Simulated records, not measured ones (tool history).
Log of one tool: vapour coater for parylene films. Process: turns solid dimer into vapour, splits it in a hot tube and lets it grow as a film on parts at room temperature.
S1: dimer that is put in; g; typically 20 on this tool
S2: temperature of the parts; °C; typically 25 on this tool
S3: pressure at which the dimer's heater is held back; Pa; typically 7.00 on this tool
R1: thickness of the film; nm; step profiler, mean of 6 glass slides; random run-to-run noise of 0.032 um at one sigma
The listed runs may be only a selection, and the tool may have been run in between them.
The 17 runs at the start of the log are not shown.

{"run": 18, "day": 18.008, "S1": 11, "S2": 35, "S3": 7.0, "R1": 2700}
{"run": 19, "day": 19.083, "S1": 11, "S2": 35, "S3": 7.0, "R1": 2710}
{"run": 20, "day": 20.554, "S1": 21, "S2": 25, "S3": 2.09, "R1": 7590}
{"run": 21, "day": 21.671, "S1": 20, "S2": 25, "S3": 10.56, "R1": 6100}
{"run": 22, "day": 22.346, "S1": 20, "S2": 19, "S3": 2.31, "R1": 8300}
{"run": 23, "day": 23.192, "S1": 10, "S2": 18, "S3": 4.41, "R1": 3980}
{"run": 24, "day": 23.875, "S1": 20, "S2": 25, "S3": 3.21, "R1": 6900}
{"run": 25, "day": 25.021, "S1": 20, "S2": 19, "S3": 2.15, "R1": 8460}
{"day": 25.325, "done": "trap's valve overhauled"}
{"run": 26, "day": 26.029, "S1": 20, "S2": 31, "S3": 7.0, "R1": 5470}
{"run": 27, "day": 26.733, "S1": 14, "S2": 31, "S3": 8.98, "R1": 3700}

For run 28, what comes out?
{"run": 28, "day": 27.925, "S1": 15, "S2": 31, "S3": 2.43, "R1": "?"}

Run 28 produced R1 4570 nm.
Were there no unlogged condition in the tool, this run, its random variation unchanged, would have produced R1 4580 nm.
